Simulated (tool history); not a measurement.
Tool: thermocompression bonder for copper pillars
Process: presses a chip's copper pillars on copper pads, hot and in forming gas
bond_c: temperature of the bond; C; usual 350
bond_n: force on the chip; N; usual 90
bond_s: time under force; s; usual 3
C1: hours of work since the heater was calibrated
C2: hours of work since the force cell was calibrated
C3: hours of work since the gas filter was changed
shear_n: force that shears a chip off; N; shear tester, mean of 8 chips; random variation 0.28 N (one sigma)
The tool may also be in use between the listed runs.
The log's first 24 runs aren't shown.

Run 25, day 8.742: usual settings but bond_n 58 N, bond_s 2 s; C1 299; C2 595; C3 382. Result: shear_n 32.3 N.
Run 26, day 9.108: usual settings but bond_n 58 N, bond_s 2 s; C1 305; C2 601; C3 388. Result: shear_n 32.4 N.
Run 27, day 9.342: usual settings but bond_c 364 C, bond_n 128 N, bond_s 8 s; C1 309; C2 605; C3 392. Result: shear_n 104.7 N.
Run 28, day 9.812: usual settings but bond_n 123 N, bond_s 5 s; C1 317; C2 613; C3 400. Result: shear_n 87.8 N.
Run 29, day 10.104: usual settings but bond_n 123 N, bond_s 5 s; C1 322; C2 618; C3 404. Result: shear_n 88.1 N.
Run 30, day 10.388: usual settings but bond_n 123 N, bond_s 5 s; C1 326; C2 622; C3 409. Result: shear_n 88.5 N.
Run 31, day 10.654: usual settings but bond_c 371 C, bond_n 65 N, bond_s 2 s; C1 331; C2 627; C3 414. Result: shear_n 42.8 N.
At day 11.100: forming gas filter changed.
Run 32, day 11.204: usual settings but bond_c 371 C, bond_n 65 N, bond_s 2 s; C1 340; C2 636; C3 2. Result: shear_n 42.8 N.
Run 33, day 11.733: usual settings but bond_c 371 C, bond_n 65 N, bond_s 2 s; C1 348; C2 645; C3 11. Result: shear_n 42.6 N.
Run 34, day 12.138: usual settings but bond_c 335 C, bond_n 71 N, bond_s 7 s; C1 355; C2 652; C3 17. Result: shear_n 58.7 N.
Run 35, day 12.612: usual settings but bond_c 335 C, bond_n 71 N, bond_s 8 s; C1 363; C2 659; C3 25. Result: shear_n 61.2 N.
Run 36, day 13.046: usual settings but bond_c 335 C, bond_n 71 N, bond_s 8 s; C1 371; C2 667; C3 33. Result: shear_n 61.1 N.
Run 37, day 13.446: usual settings but bond_c 335 C, bond_n 71 N, bond_s 5 s; C1 377; C2 673; C3 39. Result: shear_n 51.8 N.
Run 38, day 13.954: usual settings but bond_c 335 C, bond_n 76 N, bond_s 9 s; C1 386; C2 682; C3 48. Result: shear_n 67.2 N.
Run 39, day 14.246: usual settings but bond_c 374 C, bond_n 67 N; C1 391; C2 687; C3 53. Result: shear_n 52.9 N.
Run 40, day 14.567: usual settings but bond_c 353 C, bond_n 92 N; C1 396; C2 692; C3 58. Result: shear_n 61.7 N.

3 ways to go on from here, each from the tool as it stands after run 40. What would each give?
Run A, day 14.783: usual settings but bond_c 353 C, bond_n 74 N; C1 400; C2 696; C3 62. Result: shear_n ?.
Run B, day 14.783: usual settings but bond_c 353 C, bond_n 68 N, bond_s 2 s; C1 400; C2 696; C3 62. Result: shear_n ?.
Run C, day 14.783: usual settings but bond_c 333 C; C1 400; C2 696; C3 62. Result: shear_n ?.

run  shear_n
  A     50.1
  B     39.3
  C     52.7
Without the tool's hidden state the same runs would have given:
run  shear_n
  A     50.2
  B     39.3
  C     52.8
